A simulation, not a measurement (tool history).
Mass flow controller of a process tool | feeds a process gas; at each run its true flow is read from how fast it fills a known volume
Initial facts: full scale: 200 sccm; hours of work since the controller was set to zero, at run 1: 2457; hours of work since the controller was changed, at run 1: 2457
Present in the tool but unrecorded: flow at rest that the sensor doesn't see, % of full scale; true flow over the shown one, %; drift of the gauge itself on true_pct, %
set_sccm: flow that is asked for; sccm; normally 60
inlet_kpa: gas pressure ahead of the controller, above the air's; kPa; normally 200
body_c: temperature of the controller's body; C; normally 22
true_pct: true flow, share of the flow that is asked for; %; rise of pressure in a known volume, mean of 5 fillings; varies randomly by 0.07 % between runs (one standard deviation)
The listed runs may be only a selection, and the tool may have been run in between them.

run,day,set_sccm,inlet_kpa,body_c,hours of work since the controller was set to zero,hours of work since the controller was changed,true_pct
1,0,60,200,22,2457,2457,97.75
2,5.071,60,200,22,2495,2495,97.75
3,11.062,60,200,22,2541,2541,97.57
4,15.7,60,200,22,2576,2576,97.65
5,20.596,60,200,22,2613,2613,97.63
6,29.458,60,200,22,2680,2680,97.53
7,35.667,60,200,27,2727,2727,97.34
# day 36.512: controller's zero set anew
8,44.621,60,200,27,62,2795,96.6
9,51.562,60,200,27,114,2848,96.69
10,55.792,60,200,34,146,2880,96.15
11,60.871,131,205,22,185,2918,98.22
12,68.488,92,248,35,243,2976,96.72
13,74.904,60,142,39,291,3025,96.07
14,81.775,72,220,32,344,3077,96.5
15,87.192,72,220,32,385,3118,96.37
# day 88.629: controller's zero set anew, once more
16,95.596,72,203,32,53,3182,97.96
17,103.321,72,203,32,111,3240,97.95
18,110.988,72,203,32,170,3299,97.77
19,116.962,45,195,31,215,3344,97.66
20,125.621,52,200,23,281,3410,98.29

Predict each of these 4 candidate next runs independently; none follows another, all start after run 20:
A,129.817,40,200,37,313,3442,?
B,129.817,28,200,21,313,3442,?
C,129.817,52,217,40,313,3442,?
D,129.817,52,238,23,313,3442,?

run,true_pct
A,97.32
B,97.99
C,97.16
D,97.88
With no hidden state in the tool, these same runs would have given:
run,true_pct
A,98.36
B,99.11
C,98.15
D,98.88
